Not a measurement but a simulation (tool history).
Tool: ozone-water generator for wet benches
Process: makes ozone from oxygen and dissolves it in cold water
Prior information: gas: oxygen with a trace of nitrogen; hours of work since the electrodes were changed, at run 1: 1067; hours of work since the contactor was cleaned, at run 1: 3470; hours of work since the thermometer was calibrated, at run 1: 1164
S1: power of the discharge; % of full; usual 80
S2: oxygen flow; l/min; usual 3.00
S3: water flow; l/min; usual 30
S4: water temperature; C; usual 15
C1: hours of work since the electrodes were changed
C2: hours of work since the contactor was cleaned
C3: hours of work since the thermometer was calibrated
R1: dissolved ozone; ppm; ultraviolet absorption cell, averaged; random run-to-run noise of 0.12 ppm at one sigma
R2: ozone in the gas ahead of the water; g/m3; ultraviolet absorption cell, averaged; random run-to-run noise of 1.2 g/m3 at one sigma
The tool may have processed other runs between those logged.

run,day,S1,S2,S3,S4,C1,C2,C3,R1,R2
1,0.000,80,3.00,30,15,1067,3470,1164,11.2,214.9
2,0.633,80,3.00,30,15,1082,3485,1179,11.3,214.0
3,2.038,90,3.00,30,15,1114,3517,1211,12.3,240.0
4,2.838,90,3.00,30,15,1132,3535,1230,12.5,238.6
5,3.712,80,3.00,30,15,1152,3555,1250,11.4,213.2
# day 3.971: contactor cleaned
6,4.608,80,3.00,30,15,1169,15,1266,11.1,213.7
7,5.879,80,3.00,30,15,1198,44,1295,11.1,211.9
8,7.254,80,3.00,30,15,1230,75,1327,11.1,217.0
9,8.383,80,3.00,30,15,1256,101,1353,11.1,215.0
10,9.842,80,3.00,30,15,1289,135,1386,11.0,212.1
# day 10.421: contactor cleaned, once more
11,11.338,61,3.00,30,15,1320,21,1417,8.9,166.4
12,12.050,61,3.00,30,15,1336,37,1433,8.8,165.7
13,13.575,61,2.87,36,15,1371,72,1468,7.3,172.7
14,14.775,80,3.00,27,22,1398,100,1496,11.9,213.7
15,16.104,80,3.00,27,22,1429,130,1526,11.9,213.9
16,16.925,58,3.00,45,10,1448,149,1545,5.3,158.4

Predict each of these 5 candidate next runs independently; none follows another, all start after run 16:
A,18.012,67,3.00,45,10,1473,174,1570,?,?
B,18.012,58,1.63,44,7,1473,174,1570,?,?
C,18.012,47,3.65,45,7,1473,174,1570,?,?
D,18.012,69,5.05,25,10,1473,174,1570,?,?
E,18.012,80,2.20,30,15,1473,174,1570,?,?

run,R1,R2
A,6.0,182.4
B,4.7,236.5
C,4.6,114.4
D,12.8,130.7
E,10.7,261.7
With the hidden condition removed and each run's random variation left untouched, the same runs would have given:
run,R1,R2
A,6.1,184.6
B,4.8,238.9
C,4.6,115.2
D,13.1,132.3
E,11.0,265.3

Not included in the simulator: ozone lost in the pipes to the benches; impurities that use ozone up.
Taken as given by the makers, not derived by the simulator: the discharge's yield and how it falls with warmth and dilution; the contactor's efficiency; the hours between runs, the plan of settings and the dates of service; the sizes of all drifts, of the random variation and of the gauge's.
